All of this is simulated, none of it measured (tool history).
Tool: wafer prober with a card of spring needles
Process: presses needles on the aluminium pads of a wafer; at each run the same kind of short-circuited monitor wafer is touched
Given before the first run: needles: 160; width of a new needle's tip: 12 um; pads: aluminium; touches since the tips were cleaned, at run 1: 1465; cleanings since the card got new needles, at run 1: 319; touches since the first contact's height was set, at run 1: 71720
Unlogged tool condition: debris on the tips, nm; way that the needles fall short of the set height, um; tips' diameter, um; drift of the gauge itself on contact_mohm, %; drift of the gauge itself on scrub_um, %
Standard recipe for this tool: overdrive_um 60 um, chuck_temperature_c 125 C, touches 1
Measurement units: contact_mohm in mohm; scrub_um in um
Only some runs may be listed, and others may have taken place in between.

run,day,overdrive_um,chuck_temperature_c,touches,touches since the tips were cleaned,cleanings since the card got new needles,touches since the first contact's height was set,contact_mohm,scrub_um
1,0.000,60,125,1,1465,319,71720,239,14.45
# day 0.046: tips cleaned on abrasive film
# day 0.262: tips cleaned on abrasive film
# day 0.479: tips cleaned on abrasive film
# day 0.654: tips cleaned on abrasive film
# day 0.871: tips cleaned on abrasive film
# day 1.083: tips cleaned on abrasive film
# day 1.300: tips cleaned on abrasive film
2,1.367,60,125,1,606,326,84510,236,14.52
# day 1.496: tips cleaned on abrasive film
# day 1.671: tips cleaned on abrasive film
# day 1.888: tips cleaned on abrasive film
# day 2.058: tips cleaned on abrasive film
3,2.208,67,125,1,1419,330,92427,233,16.25
# day 2.254: tips cleaned on abrasive film
# day 2.471: tips cleaned on abrasive film
# day 2.688: tips cleaned on abrasive film
# day 2.904: tips cleaned on abrasive film
# day 3.096: tips cleaned on abrasive film
4,3.096,67,125,1,0,335,100734,232,16.17
# day 3.312: tips cleaned on abrasive film
# day 3.488: tips cleaned on abrasive film
# day 3.704: tips cleaned on abrasive film
# day 3.921: tips cleaned on abrasive film
# day 3.975: height of the first contact set anew
5,4.067,67,125,1,1283,339,878,234,16.24
# day 4.112: tips cleaned on abrasive film
# day 4.329: tips cleaned on abrasive film
# day 4.546: tips cleaned on abrasive film
# day 4.746: tips cleaned on abrasive film
6,4.746,67,125,1,0,343,7243,232,16.35
# day 4.962: tips cleaned on abrasive film
# day 5.179: tips cleaned on abrasive film
# day 5.396: tips cleaned on abrasive film
# day 5.571: tips cleaned on abrasive film
# day 5.788: tips cleaned on abrasive film
# day 5.958: tips cleaned on abrasive film
# day 6.175: tips cleaned on abrasive film
# day 6.350: tips cleaned on abrasive film
7,6.371,60,53,1,196,351,22464,218,14.45
# day 6.542: tips cleaned on abrasive film
# day 6.717: tips cleaned on abrasive film
# day 6.933: tips cleaned on abrasive film
# day 7.150: tips cleaned on abrasive film
# day 7.325: tips cleaned on abrasive film
8,7.325,60,53,1,0,356,31402,219,14.68
# day 7.504: tips cleaned on abrasive film
# day 7.679: tips cleaned on abrasive film
# day 7.896: tips cleaned on abrasive film
# day 8.112: tips cleaned on abrasive film
# day 8.325: tips cleaned on abrasive film
# day 8.542: tips cleaned on abrasive film
# day 8.758: tips cleaned on abrasive film
9,8.867,60,53,1,1023,363,45888,221,14.51
# day 8.954: tips cleaned on abrasive film
# day 9.171: tips cleaned on abrasive film
# day 9.346: tips cleaned on abrasive film
# day 9.562: tips cleaned on abrasive film
# day 9.779: tips cleaned on abrasive film
10,9.896,60,53,1,1151,368,55566,216,14.60
# day 9.988: tips cleaned on abrasive film
# day 10.204: tips cleaned on abrasive film
# day 10.421: tips cleaned on abrasive film
# day 10.592: tips cleaned on abrasive film
# day 10.808: tips cleaned on abrasive film
11,10.929,60,53,1,1172,373,65266,221,14.62
# day 11.021: tips cleaned on abrasive film
# day 11.238: tips cleaned on abrasive film
# day 11.454: tips cleaned on abrasive film
# day 11.667: tips cleaned on abrasive film
12,11.825,60,75,1,1479,377,73648,226,14.69
# day 11.871: tips cleaned on abrasive film
# day 12.088: tips cleaned on abrasive film
# day 12.300: tips cleaned on abrasive film
# day 12.517: tips cleaned on abrasive film
13,12.671,60,75,1,1453,381,81598,223,14.66
# day 12.717: tips cleaned on abrasive film
# day 12.892: tips cleaned on abrasive film
# day 13.108: tips cleaned on abrasive film
# day 13.279: tips cleaned on abrasive film
14,13.417,60,55,1,1294,385,88578,219,14.54
# day 13.462: tips cleaned on abrasive film
# day 13.638: tips cleaned on abrasive film
# day 13.854: tips cleaned on abrasive film
# day 14.025: tips cleaned on abrasive film
# day 14.242: tips cleaned on abrasive film
15,14.246,60,55,1,51,390,96345,215,14.60
# day 14.421: tips cleaned on abrasive film
# day 14.596: tips cleaned on abrasive film
# day 14.812: tips cleaned on abrasive film
# day 15.029: tips cleaned on abrasive film
# day 15.246: tips cleaned on abrasive film
16,15.262,47,101,1,164,395,105853,236,11.53
# day 15.433: tips cleaned on abrasive film
# day 15.575: height of the first contact set anew
# day 15.621: tips cleaned on abrasive film
# day 15.838: tips cleaned on abrasive film
# day 16.054: tips cleaned on abrasive film
# day 16.271: tips cleaned on abrasive film
# day 16.488: tips cleaned on abrasive film
# day 16.988: card fitted with new needles
17,17.021,47,101,1,327,0,327,234,11.53
# day 17.196: tips cleaned on abrasive film
# day 17.367: tips cleaned on abrasive film
# day 17.583: tips cleaned on abrasive film
18,17.733,47,101,1,1408,3,7014,234,11.47
# day 17.779: tips cleaned on abrasive film
# day 17.996: tips cleaned on abrasive film
# day 18.208: tips cleaned on abrasive film
# day 18.425: tips cleaned on abrasive film
# day 18.600: tips cleaned on abrasive film
# day 18.817: tips cleaned on abrasive film
19,18.871,47,48,1,504,9,17670,224,11.59
# day 19.000: tips cleaned on abrasive film
# day 19.175: tips cleaned on abrasive film
# day 19.350: tips cleaned on abrasive film
# day 19.562: tips cleaned on abrasive film
# day 19.779: tips cleaned on abrasive film
# day 19.996: tips cleaned on abrasive film
# day 20.212: tips cleaned on abrasive film
# day 20.429: tips cleaned on abrasive film
20,20.492,60,125,1,589,17,32878,243,14.61
# day 20.621: tips cleaned on abrasive film
# day 20.838: tips cleaned on abrasive film
# day 21.012: tips cleaned on abrasive film
# day 21.229: tips cleaned on abrasive film
# day 21.404: tips cleaned on abrasive film
21,21.546,54,104,3,1362,22,42768,231,13.27
# day 21.592: tips cleaned on abrasive film
# day 21.767: tips cleaned on abrasive film
# day 21.979: tips cleaned on abrasive film
# day 22.154: tips cleaned on abrasive film
# day 22.371: tips cleaned on abrasive film
# day 22.588: tips cleaned on abrasive film
# day 22.804: tips cleaned on abrasive film
# day 23.021: tips cleaned on abrasive film
22,23.029,54,104,3,107,30,56683,234,13.22
# day 23.204: tips cleaned on abrasive film
# day 23.421: tips cleaned on abrasive film
# day 23.638: tips cleaned on abrasive film
# day 23.854: tips cleaned on abrasive film
# day 24.071: tips cleaned on abrasive film
# day 24.288: tips cleaned on abrasive film
23,24.417,74,125,1,1261,36,69720,234,18.20

Forecast each of these 3 alternatives for the next run:
# day 24.462: tips cleaned on abrasive film
# day 24.679: tips cleaned on abrasive film
# day 24.896: tips cleaned on abrasive film
# day 25.112: tips cleaned on abrasive film
# day 25.288: tips cleaned on abrasive film
# day 25.500: tips cleaned on abrasive film
A,25.500,60,74,1,0,42,79848,?,?
# day 24.462: tips cleaned on abrasive film
# day 24.679: tips cleaned on abrasive film
# day 24.896: tips cleaned on abrasive film
# day 25.112: tips cleaned on abrasive film
# day 25.288: tips cleaned on abrasive film
# day 25.500: tips cleaned on abrasive film
B,25.500,56,125,1,0,42,79848,?,?
# day 24.462: tips cleaned on abrasive film
# day 24.679: tips cleaned on abrasive film
# day 24.896: tips cleaned on abrasive film
# day 25.112: tips cleaned on abrasive film
# day 25.288: tips cleaned on abrasive film
# day 25.500: tips cleaned on abrasive film
C,25.500,74,125,1,0,42,79848,?,?

run,contact_mohm,scrub_um
A,224,14.67
B,241,13.75
C,234,18.18
What these runs would have given with no unlogged condition in the tool:
run,contact_mohm,scrub_um
A,224,14.48
B,241,13.57
C,234,17.94
